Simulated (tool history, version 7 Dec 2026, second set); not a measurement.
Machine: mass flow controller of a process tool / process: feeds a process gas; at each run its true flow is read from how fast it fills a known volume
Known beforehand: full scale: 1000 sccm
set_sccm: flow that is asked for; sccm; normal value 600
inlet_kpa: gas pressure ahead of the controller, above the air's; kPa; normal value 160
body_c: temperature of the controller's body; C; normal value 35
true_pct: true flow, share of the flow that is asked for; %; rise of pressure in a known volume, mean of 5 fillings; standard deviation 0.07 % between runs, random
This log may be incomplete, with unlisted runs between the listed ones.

{"run": 1, "day": 0.0, "set_sccm": 600, "inlet_kpa": 160, "body_c": 35, "true_pct": 99.62}
{"run": 2, "day": 1.508, "set_sccm": 600, "inlet_kpa": 160, "body_c": 27, "true_pct": 99.15}
{"run": 3, "day": 4.317, "set_sccm": 600, "inlet_kpa": 266, "body_c": 35, "true_pct": 100.13}
{"run": 4, "day": 7.088, "set_sccm": 600, "inlet_kpa": 266, "body_c": 21, "true_pct": 99.35}
{"run": 5, "day": 9.204, "set_sccm": 600, "inlet_kpa": 266, "body_c": 21, "true_pct": 99.26}
{"run": 6, "day": 11.604, "set_sccm": 600, "inlet_kpa": 266, "body_c": 21, "true_pct": 99.35}
{"run": 7, "day": 14.521, "set_sccm": 600, "inlet_kpa": 266, "body_c": 33, "true_pct": 99.85}
{"run": 8, "day": 16.804, "set_sccm": 600, "inlet_kpa": 160, "body_c": 35, "true_pct": 99.75}
{"run": 9, "day": 20.121, "set_sccm": 600, "inlet_kpa": 160, "body_c": 35, "true_pct": 99.64}
{"run": 10, "day": 23.296, "set_sccm": 600, "inlet_kpa": 160, "body_c": 35, "true_pct": 99.67}
{"run": 11, "day": 24.912, "set_sccm": 600, "inlet_kpa": 160, "body_c": 35, "true_pct": 99.6}
{"run": 12, "day": 27.175, "set_sccm": 600, "inlet_kpa": 160, "body_c": 35, "true_pct": 99.69}
{"run": 13, "day": 30.062, "set_sccm": 600, "inlet_kpa": 160, "body_c": 35, "true_pct": 99.75}
{"run": 14, "day": 33.204, "set_sccm": 600, "inlet_kpa": 160, "body_c": 35, "true_pct": 99.69}
{"run": 15, "day": 36.342, "set_sccm": 338, "inlet_kpa": 160, "body_c": 35, "true_pct": 99.35}
{"run": 16, "day": 38.442, "set_sccm": 338, "inlet_kpa": 160, "body_c": 35, "true_pct": 99.41}
{"run": 17, "day": 39.883, "set_sccm": 338, "inlet_kpa": 160, "body_c": 35, "true_pct": 99.29}
{"run": 18, "day": 43.083, "set_sccm": 338, "inlet_kpa": 160, "body_c": 35, "true_pct": 99.43}
{"run": 19, "day": 44.738, "set_sccm": 782, "inlet_kpa": 160, "body_c": 31, "true_pct": 99.97}
{"run": 20, "day": 47.679, "set_sccm": 600, "inlet_kpa": 160, "body_c": 36, "true_pct": 99.72}
{"run": 21, "day": 49.375, "set_sccm": 600, "inlet_kpa": 160, "body_c": 36, "true_pct": 99.71}
{"run": 22, "day": 52.442, "set_sccm": 584, "inlet_kpa": 160, "body_c": 36, "true_pct": 99.67}
{"run": 23, "day": 54.942, "set_sccm": 600, "inlet_kpa": 160, "body_c": 37, "true_pct": 99.77}

Predict the results of run 24:
{"run": 24, "day": 57.746, "set_sccm": 600, "inlet_kpa": 160, "body_c": 37, "true_pct": "?"}

true_pct: 99.69 %
Minus the tool's unlogged condition, the same run would have read true_pct 99.38 %.

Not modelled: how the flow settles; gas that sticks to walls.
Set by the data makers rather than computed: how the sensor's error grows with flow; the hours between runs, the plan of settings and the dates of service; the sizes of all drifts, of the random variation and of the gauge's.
